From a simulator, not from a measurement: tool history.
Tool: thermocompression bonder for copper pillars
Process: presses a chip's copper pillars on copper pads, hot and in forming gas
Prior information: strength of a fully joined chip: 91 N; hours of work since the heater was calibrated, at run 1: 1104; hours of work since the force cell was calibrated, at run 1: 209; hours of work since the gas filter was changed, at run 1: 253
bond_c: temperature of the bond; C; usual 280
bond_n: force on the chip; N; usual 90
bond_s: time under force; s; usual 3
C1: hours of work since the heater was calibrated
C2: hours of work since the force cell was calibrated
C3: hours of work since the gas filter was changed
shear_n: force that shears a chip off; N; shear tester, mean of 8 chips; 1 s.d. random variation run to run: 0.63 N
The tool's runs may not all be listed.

{"run": 1, "hour": 0.0, "bond_c": 280, "bond_n": 90, "bond_s": 3, "C1": 1104, "C2": 209, "C3": 253, "shear_n": 34.0}
{"run": 2, "hour": 40.0, "bond_c": 280, "bond_n": 105, "bond_s": 3, "C1": 1128, "C2": 233, "C3": 277, "shear_n": 36.4}
{"hour": 76.8, "done": "forming gas filter changed"}
{"run": 3, "hour": 86.4, "bond_c": 280, "bond_n": 90, "bond_s": 3, "C1": 1155, "C2": 261, "C3": 6, "shear_n": 34.6}
{"run": 4, "hour": 129.0, "bond_c": 280, "bond_n": 57, "bond_s": 3, "C1": 1181, "C2": 286, "C3": 31, "shear_n": 26.8}
{"run": 5, "hour": 173.6, "bond_c": 284, "bond_n": 90, "bond_s": 3, "C1": 1207, "C2": 313, "C3": 58, "shear_n": 35.1}
{"run": 6, "hour": 225.5, "bond_c": 284, "bond_n": 90, "bond_s": 3, "C1": 1238, "C2": 344, "C3": 89, "shear_n": 36.3}
{"run": 7, "hour": 250.3, "bond_c": 270, "bond_n": 90, "bond_s": 3, "C1": 1253, "C2": 359, "C3": 104, "shear_n": 29.5}
{"run": 8, "hour": 295.3, "bond_c": 270, "bond_n": 90, "bond_s": 3, "C1": 1280, "C2": 386, "C3": 131, "shear_n": 29.0}
{"hour": 317.3, "done": "heater calibrated with a thermocouple chip"}
{"run": 9, "hour": 324.6, "bond_c": 270, "bond_n": 90, "bond_s": 3, "C1": 4, "C2": 402, "C3": 147, "shear_n": 27.1}
{"run": 10, "hour": 348.3, "bond_c": 270, "bond_n": 90, "bond_s": 3, "C1": 19, "C2": 417, "C3": 162, "shear_n": 28.1}
{"run": 11, "hour": 371.2, "bond_c": 302, "bond_n": 90, "bond_s": 3, "C1": 32, "C2": 430, "C3": 175, "shear_n": 42.3}
{"run": 12, "hour": 397.9, "bond_c": 298, "bond_n": 87, "bond_s": 4, "C1": 48, "C2": 446, "C3": 191, "shear_n": 43.8}
{"run": 13, "hour": 434.7, "bond_c": 280, "bond_n": 97, "bond_s": 3, "C1": 70, "C2": 468, "C3": 213, "shear_n": 32.7}
{"run": 14, "hour": 467.5, "bond_c": 304, "bond_n": 85, "bond_s": 4, "C1": 90, "C2": 488, "C3": 233, "shear_n": 45.0}
{"run": 15, "hour": 510.1, "bond_c": 280, "bond_n": 90, "bond_s": 9, "C1": 116, "C2": 514, "C3": 258, "shear_n": 46.7}
{"hour": 536.5, "done": "heater calibrated with a thermocouple chip, once more"}
{"run": 16, "hour": 557.5, "bond_c": 262, "bond_n": 76, "bond_s": 3, "C1": 13, "C2": 541, "C3": 286, "shear_n": 26.6}
{"hour": 580.2, "done": "forming gas filter changed"}
{"run": 17, "hour": 612.9, "bond_c": 280, "bond_n": 58, "bond_s": 3, "C1": 45, "C2": 574, "C3": 20, "shear_n": 29.1}
{"run": 18, "hour": 664.1, "bond_c": 280, "bond_n": 103, "bond_s": 4, "C1": 76, "C2": 604, "C3": 50, "shear_n": 45.3}

Each row is a separate what-if for the run after 18, all from the same tool condition, not one after another. Results?
{"run": "A", "hour": 708.9, "bond_c": 293, "bond_n": 94, "bond_s": 7, "C1": 103, "C2": 631, "C3": 77, "shear_n": "?"}
{"run": "B", "hour": 708.9, "bond_c": 278, "bond_n": 96, "bond_s": 2, "C1": 103, "C2": 631, "C3": 77, "shear_n": "?"}
{"run": "C", "hour": 708.9, "bond_c": 280, "bond_n": 103, "bond_s": 3, "C1": 103, "C2": 631, "C3": 77, "shear_n": "?"}

run=A shear_n=57.8
run=B shear_n=32.3
run=C shear_n=40.9
Had the tool no hidden state, the same runs would have come out as:
run=A shear_n=59.7
run=B shear_n=33.5
run=C shear_n=42.4

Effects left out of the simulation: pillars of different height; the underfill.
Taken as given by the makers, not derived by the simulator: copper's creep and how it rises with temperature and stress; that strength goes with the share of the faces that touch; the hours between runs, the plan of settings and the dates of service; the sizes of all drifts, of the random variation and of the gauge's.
